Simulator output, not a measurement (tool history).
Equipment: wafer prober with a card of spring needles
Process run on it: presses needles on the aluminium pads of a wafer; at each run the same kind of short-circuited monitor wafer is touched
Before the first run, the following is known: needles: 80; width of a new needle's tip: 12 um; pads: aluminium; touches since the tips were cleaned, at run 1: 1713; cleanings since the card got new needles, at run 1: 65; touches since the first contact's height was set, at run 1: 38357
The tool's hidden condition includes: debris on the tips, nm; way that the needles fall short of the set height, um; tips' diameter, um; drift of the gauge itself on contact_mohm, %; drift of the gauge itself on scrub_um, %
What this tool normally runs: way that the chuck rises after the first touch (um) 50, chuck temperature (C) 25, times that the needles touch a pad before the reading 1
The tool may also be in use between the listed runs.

run,hour,way that the chuck rises after the first touch (um),chuck temperature (C),times that the needles touch a pad before the reading,touches since the tips were cleaned,cleanings since the card got new needles,touches since the first contact's height was set,resistance of one needle with its contact and lead (mohm),way that a needle slides on the pad (um)
1,0,50,25,1,1713,65,38357,135,9.27
# hour 3.3: tips cleaned on abrasive film
# hour 11.5: tips cleaned on abrasive film
2,13.2,67,25,1,556,67,42647,134,12.42
# hour 20.5: tips cleaned on abrasive film
3,26.1,50,25,1,1848,68,46884,137,9.19
# hour 28.9: tips cleaned on abrasive film
# hour 38: tips cleaned on abrasive film
4,40.1,50,25,1,706,70,51475,137,9.3
# hour 46.2: tips cleaned on abrasive film
# hour 54.3: tips cleaned on abrasive film
5,55.8,50,25,1,481,72,56603,133,9.32
# hour 63.2: tips cleaned on abrasive film
6,69.5,50,26,1,2063,73,61095,135,9.34
# hour 71.2: tips cleaned on abrasive film
# hour 79.1: tips cleaned on abrasive film
7,79.1,51,26,1,0,75,64220,136,9.55
# hour 87.7: tips cleaned on abrasive film
8,89.8,38,25,1,690,76,67723,137,7.03
# hour 96.5: tips cleaned on abrasive film
9,103.3,50,25,1,2242,77,72172,137,9.31
# hour 104.5: tips cleaned on abrasive film
# hour 112.7: tips cleaned on abrasive film
10,112.7,50,25,1,0,79,75212,137,9.29
# hour 121: tips cleaned on abrasive film
11,124.9,50,25,1,1297,80,79228,136,9.23
# hour 129.2: tips cleaned on abrasive film
# hour 137.8: tips cleaned on abrasive film
# hour 145.7: tips cleaned on abrasive film
12,145.7,50,25,1,0,83,86008,133,9.24
# hour 155.3: tips cleaned on abrasive film
13,159.9,50,25,1,1522,84,90692,136,9.27
# hour 164.3: tips cleaned on abrasive film
# hour 173.2: tips cleaned on abrasive film
14,178.2,50,25,1,1660,86,96674,133,9.25
# hour 181.8: tips cleaned on abrasive film
# hour 190.9: tips cleaned on abrasive film
15,194.4,50,25,1,1154,88,101965,133,9.26
# hour 198.8: tips cleaned on abrasive film
# hour 207.6: tips cleaned on abrasive film
# hour 215.5: tips cleaned on abrasive film
16,216,50,25,1,169,91,109037,135,9.23
# hour 223.5: tips cleaned on abrasive film
# hour 231.7: tips cleaned on abrasive film
17,233.9,50,35,3,745,93,114893,136,9.35
# hour 240: tips cleaned on abrasive film
18,244.8,67,86,3,1574,94,118451,138,12.33
# hour 249.7: tips cleaned on abrasive film
# hour 257.8: tips cleaned on abrasive film
19,257.9,61,25,1,7,96,122719,132,11.34
# hour 266.9: tips cleaned on abrasive film
20,273.9,61,25,1,2306,97,128003,134,11.35
# hour 275.2: tips cleaned on abrasive film
# hour 284.7: tips cleaned on abrasive film
# hour 293.7: tips cleaned on abrasive film
21,294.8,47,106,1,383,100,134835,149,8.69
# hour 302: tips cleaned on abrasive film
22,304.5,41,90,1,827,101,137989,147,7.61
# hour 311.3: tips cleaned on abrasive film
# hour 319.2: tips cleaned on abrasive film
23,319.2,41,90,1,0,103,142807,147,7.6
# hour 327.7: tips cleaned on abrasive film
# hour 335.8: tips cleaned on abrasive film
24,337.4,56,54,1,537,105,148778,136,10.32
# hour 344.9: tips cleaned on abrasive film
# hour 353.1: tips cleaned on abrasive film
# hour 353.4: height of the first contact set anew
25,355.3,50,36,2,648,107,648,138,9.31
# hour 362.4: tips cleaned on abrasive film
# hour 370.8: tips cleaned on abrasive film
26,373.2,60,98,2,785,109,6510,145,11.13
# hour 378.9: tips cleaned on abrasive film
27,383.1,31,27,1,1381,110,9754,143,5.74
# hour 387.2: tips cleaned on abrasive film
# hour 395.7: tips cleaned on abrasive film
# hour 404.4: tips cleaned on abrasive film
28,404.8,31,27,1,101,113,16821,141,5.71
# hour 414: tips cleaned on abrasive film
# hour 422.3: tips cleaned on abrasive film
29,424.1,65,50,3,616,115,23167,142,11.96
# hour 430.1: tips cleaned on abrasive film
# hour 438.2: tips cleaned on abrasive film
30,443.3,56,115,1,1681,117,29454,149,10.5
# hour 446.7: tips cleaned on abrasive film
# hour 455.2: tips cleaned on abrasive film
31,460.4,56,115,1,1724,119,35050,149,10.37

Consider 4 possible next runs. They are alternatives, not a sequence: every one starts from the tool as it was left by run 31. What does each give?
# hour 463.6: tips cleaned on abrasive film
# hour 471.7: tips cleaned on abrasive film
A,472.3,67,109,2,207,121,38923,?,?
# hour 463.6: tips cleaned on abrasive film
# hour 471.7: tips cleaned on abrasive film
B,472.3,33,115,1,207,121,38923,?,?
# hour 463.6: tips cleaned on abrasive film
# hour 471.7: tips cleaned on abrasive film
C,472.3,33,41,2,207,121,38923,?,?
# hour 463.6: tips cleaned on abrasive film
# hour 471.7: tips cleaned on abrasive film
D,472.3,32,48,1,207,121,38923,?,?

run,resistance of one needle with its contact and lead (mohm),way that a needle slides on the pad (um)
A,146,12.4
B,157,6.1
C,141,6.14
D,144,5.87
With the hidden condition removed and each run's random variation left untouched, the same runs would have given:
run,resistance of one needle with its contact and lead (mohm),way that a needle slides on the pad (um)
A,146,12.4
B,157,6.1
C,141,6.14
D,144,5.87
